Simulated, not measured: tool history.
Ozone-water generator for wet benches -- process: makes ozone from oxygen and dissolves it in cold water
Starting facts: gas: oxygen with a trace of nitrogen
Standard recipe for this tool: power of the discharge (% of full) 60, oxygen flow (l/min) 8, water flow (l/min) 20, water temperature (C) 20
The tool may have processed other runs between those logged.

run	hour	power of the discharge (% of full)	oxygen flow (l/min)	water flow (l/min)	water temperature (C)	dissolved ozone (ppm)	ozone in the gas ahead of the water (g/m3)
1	0	60	8	20	20	24.5	180.6
2	91.4	60	8	20	20	24.5	182.4
3	150.9	60	8	20	13	27.4	181.6
4	255.6	60	8	20	13	27	183.6
5	378.5	60	8.2	20	13	27	179.3
6	452.7	60	8	20	20	24.1	179.6
7	580.5	60	8	20	20	24	180.3
8	716.7	60	8	20	20	23.6	181.7
9	825.9	60	5.67	20	20	25	219.4
10	956.4	60	5.67	20	20	24.7	221.3
11	1041.6	60	5.67	20	20	24.5	222.3
12	1118.5	60	5.67	18	20	26.3	218.6
13	1257.7	80	8	20	20	27.4	211.4
14	1351.6	61	4.84	19	26	23.4	241.9
15	1438.4	51	5.22	25	24	17.7	208.9
16	1503.8	51	5.22	25	24	17.7	207.9
17	1608.4	72	5.2	27	14	23	252.9
18	1723.2	55	5.2	22	14	23.4	216.8
19	1855.5	55	4.91	22	14	23.3	223.6
20	1985	69	8	20	20	24.6	188.5
21	2059.6	69	8.03	20	20	24.4	188.2
22	2188.9	69	8.03	20	20	24.3	185.9
23	2283.3	60	8	20	23	21.5	172.6
24	2368.9	60	8	20	22	21.7	172.5
25	2506.9	60	8	20	22	21.3	171.7

What if the next run were any one of these 4? Each begins from the tool's condition after run 25:
# hour 2532.4: electrodes of the discharge changed
A	2576.5	60	8	20	18	?	?
# hour 2532.4: electrodes of the discharge changed
B	2576.5	60	5.61	20	20	?	?
# hour 2532.4: electrodes of the discharge changed
C	2576.5	56	8	20	22	?	?
# hour 2532.4: electrodes of the discharge changed
D	2576.5	60	6.51	23	22	?	?

run	dissolved ozone (ppm)	ozone in the gas ahead of the water (g/m3)
A	26.7	201.7
B	27.3	248.9
C	23.8	193.5
D	23.9	229.1
Without the tool's hidden state the same runs would have given:
run	dissolved ozone (ppm)	ozone in the gas ahead of the water (g/m3)
A	28.2	202.4
B	28.8	249.7
C	25.1	194.1
D	25.2	229.9
